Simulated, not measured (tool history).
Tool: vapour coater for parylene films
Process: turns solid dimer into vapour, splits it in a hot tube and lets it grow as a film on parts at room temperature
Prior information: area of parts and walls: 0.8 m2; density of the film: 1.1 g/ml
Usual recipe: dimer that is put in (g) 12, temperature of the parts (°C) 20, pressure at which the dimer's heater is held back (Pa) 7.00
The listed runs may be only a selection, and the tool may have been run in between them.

| run | day | dimer that is put in (g) | temperature of the parts (°C) | pressure at which the dimer's heater is held back (Pa) | thickness of the film (µm) |
|---|---|---|---|---|---|
| 1 | 0.000 | 12 | 20 | 7.00 | 7.81 |
| 2 | 2.900 | 12 | 20 | 7.00 | 7.92 |
| 3 | 5.671 | 12 | 20 | 7.00 | 7.90 |
| 4 | 7.650 | 12 | 20 | 7.00 | 7.86 |
| 5 | 10.421 | 12 | 18 | 7.00 | 8.62 |
| 6 | 12.621 | 12 | 18 | 7.00 | 8.44 |
| 7 | 13.942 | 12 | 18 | 7.00 | 8.50 |
| 8 | 16.700 | 6 | 20 | 7.00 | 3.97 |
| 9 | 18.392 | 12 | 20 | 7.00 | 7.98 |
| 10 | 20.196 | 12 | 20 | 7.00 | 7.87 |
| 11 | 21.717 | 12 | 20 | 7.00 | 7.83 |
| 12 | 24.329 | 12 | 14 | 7.00 | 9.90 |
| 13 | 25.546 | 11 | 20 | 7.00 | 7.14 |
| 14 | 27.025 | 12 | 20 | 7.00 | 7.76 |
| 15 | 28.417 | 12 | 20 | 7.12 | 8.00 |
| 16 | 30.383 | 12 | 16 | 5.27 | 9.47 |
|  | 30.983 | trap's valve overhauled |
| 17 | 32.058 | 8 | 16 | 11.49 | 5.89 |
| 18 | 34.475 | 17 | 16 | 7.88 | 12.89 |
| 19 | 36.958 | 17 | 16 | 7.88 | 12.91 |
| 20 | 38.971 | 17 | 16 | 7.88 | 12.78 |
| 21 | 40.267 | 17 | 16 | 7.88 | 13.00 |
| 22 | 41.671 | 17 | 16 | 7.88 | 12.75 |
| 23 | 43.462 | 8 | 29 | 7.00 | 3.75 |
| 24 | 44.725 | 6 | 26 | 8.69 | 3.04 |
| 25 | 46.133 | 6 | 26 | 8.69 | 3.03 |
| 26 | 47.904 | 6 | 12 | 2.81 | 5.89 |
| 27 | 49.471 | 13 | 15 | 6.68 | 10.50 |
| 28 | 52.279 | 13 | 22 | 3.32 | 8.39 |

Forecast each of these 4 alternatives for the next run:
| A | 54.833 | 12 | 31 | 7.00 | ? |
| B | 54.833 | 13 | 22 | 10.10 | ? |
| C | 54.833 | 16 | 20 | 7.00 | ? |
| D | 54.833 | 15 | 22 | 4.91 | ? |

| run | thickness of the film (µm) |
|---|---|
| A | 5.13 |
| B | 7.68 |
| C | 10.35 |
| D | 9.33 |
Take away the tool's hidden state, keep each run's random variation, and the runs would have read:
| run | thickness of the film (µm) |
|---|---|
| A | 5.16 |
| B | 7.72 |
| C | 10.40 |
| D | 9.38 |
